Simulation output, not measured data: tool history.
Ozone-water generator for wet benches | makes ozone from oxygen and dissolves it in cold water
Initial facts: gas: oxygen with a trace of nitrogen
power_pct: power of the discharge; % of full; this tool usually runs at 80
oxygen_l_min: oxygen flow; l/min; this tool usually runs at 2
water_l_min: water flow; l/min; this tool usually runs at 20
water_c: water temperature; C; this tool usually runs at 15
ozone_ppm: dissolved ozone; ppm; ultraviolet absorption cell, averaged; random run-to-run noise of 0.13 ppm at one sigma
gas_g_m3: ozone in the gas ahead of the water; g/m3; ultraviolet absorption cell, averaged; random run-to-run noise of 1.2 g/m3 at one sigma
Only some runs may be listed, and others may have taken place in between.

run 1 hour=0 | power_pct=80 oxygen_l_min=2 water_l_min=20 water_c=15 | ozone_ppm=14 gas_g_m3=223.3
run 2 hour=32.5 | power_pct=80 oxygen_l_min=2 water_l_min=20 water_c=15 | ozone_ppm=13.8 gas_g_m3=221.1
run 3 hour=83.6 | power_pct=80 oxygen_l_min=2 water_l_min=20 water_c=15 | ozone_ppm=13.8 gas_g_m3=224.1
run 4 hour=138.3 | power_pct=80 oxygen_l_min=2 water_l_min=20 water_c=15 | ozone_ppm=13.9 gas_g_m3=220
run 5 hour=163.7 | power_pct=80 oxygen_l_min=2 water_l_min=20 water_c=15 | ozone_ppm=13.8 gas_g_m3=221
run 6 hour=195.9 | power_pct=80 oxygen_l_min=2 water_l_min=20 water_c=15 | ozone_ppm=13.9 gas_g_m3=223
run 7 hour=240.9 | power_pct=80 oxygen_l_min=2 water_l_min=20 water_c=15 | ozone_ppm=14.1 gas_g_m3=223
run 8 hour=284 | power_pct=80 oxygen_l_min=2 water_l_min=20 water_c=15 | ozone_ppm=14 gas_g_m3=220.6
run 9 hour=338.8 | power_pct=80 oxygen_l_min=2 water_l_min=20 water_c=15 | ozone_ppm=13.9 gas_g_m3=221.6
run 10 hour=382.3 | power_pct=44 oxygen_l_min=2.92 water_l_min=28 water_c=14 | ozone_ppm=7.7 gas_g_m3=123.4
run 11 hour=426.2 | power_pct=80 oxygen_l_min=1.35 water_l_min=20 water_c=8 | ozone_ppm=12.5 gas_g_m3=264.8
run 12 hour=483.4 | power_pct=80 oxygen_l_min=1.35 water_l_min=20 water_c=8 | ozone_ppm=12.5 gas_g_m3=264
run 13 hour=524.9 | power_pct=80 oxygen_l_min=1.35 water_l_min=20 water_c=8 | ozone_ppm=12.3 gas_g_m3=262.4
run 14 hour=561.7 | power_pct=80 oxygen_l_min=2 water_l_min=14 water_c=15 | ozone_ppm=19.1 gas_g_m3=220
run 15 hour=588.3 | power_pct=80 oxygen_l_min=2 water_l_min=14 water_c=15 | ozone_ppm=19.1 gas_g_m3=222.1
run 16 hour=633 | power_pct=82 oxygen_l_min=2 water_l_min=20 water_c=15 | ozone_ppm=14 gas_g_m3=223.8
run 17 hour=660.4 | power_pct=80 oxygen_l_min=3.23 water_l_min=13 water_c=15 | ozone_ppm=22.1 gas_g_m3=177.8
run 18 hour=698.5 | power_pct=46 oxygen_l_min=3.23 water_l_min=15 water_c=15 | ozone_ppm=13.7 gas_g_m3=122.1

Same runs, no hidden state in the tool, same run-to-run variation:
What the log doesn't record here: yield of the discharge, % of new electrodes'; contactor's efficiency, % of a clean one's; true water temperature over the reading, C; drift of the gauge itself on ozone_ppm, %; drift of the gauge itself on gas_g_m3, %.
run=1 ozone_ppm=14.6 gas_g_m3=228.5
run=2 ozone_ppm=14.4 gas_g_m3=226.4
run=3 ozone_ppm=14.5 gas_g_m3=229.6
run=4 ozone_ppm=14.5 gas_g_m3=225.7
run=5 ozone_ppm=14.5 gas_g_m3=226.8
run=6 ozone_ppm=14.5 gas_g_m3=229.1
run=7 ozone_ppm=14.8 gas_g_m3=229.3
run=8 ozone_ppm=14.6 gas_g_m3=226.9
run=9 ozone_ppm=14.6 gas_g_m3=228.3
run=10 ozone_ppm=8 gas_g_m3=125.8
run=11 ozone_ppm=13.2 gas_g_m3=273.3
run=12 ozone_ppm=13.2 gas_g_m3=272.9
run=13 ozone_ppm=12.9 gas_g_m3=271.4
run=14 ozone_ppm=20.1 gas_g_m3=227.8
run=15 ozone_ppm=20.1 gas_g_m3=230.1
run=16 ozone_ppm=14.8 gas_g_m3=232.2
run=17 ozone_ppm=23.3 gas_g_m3=184.5
run=18 ozone_ppm=14.3 gas_g_m3=125.2

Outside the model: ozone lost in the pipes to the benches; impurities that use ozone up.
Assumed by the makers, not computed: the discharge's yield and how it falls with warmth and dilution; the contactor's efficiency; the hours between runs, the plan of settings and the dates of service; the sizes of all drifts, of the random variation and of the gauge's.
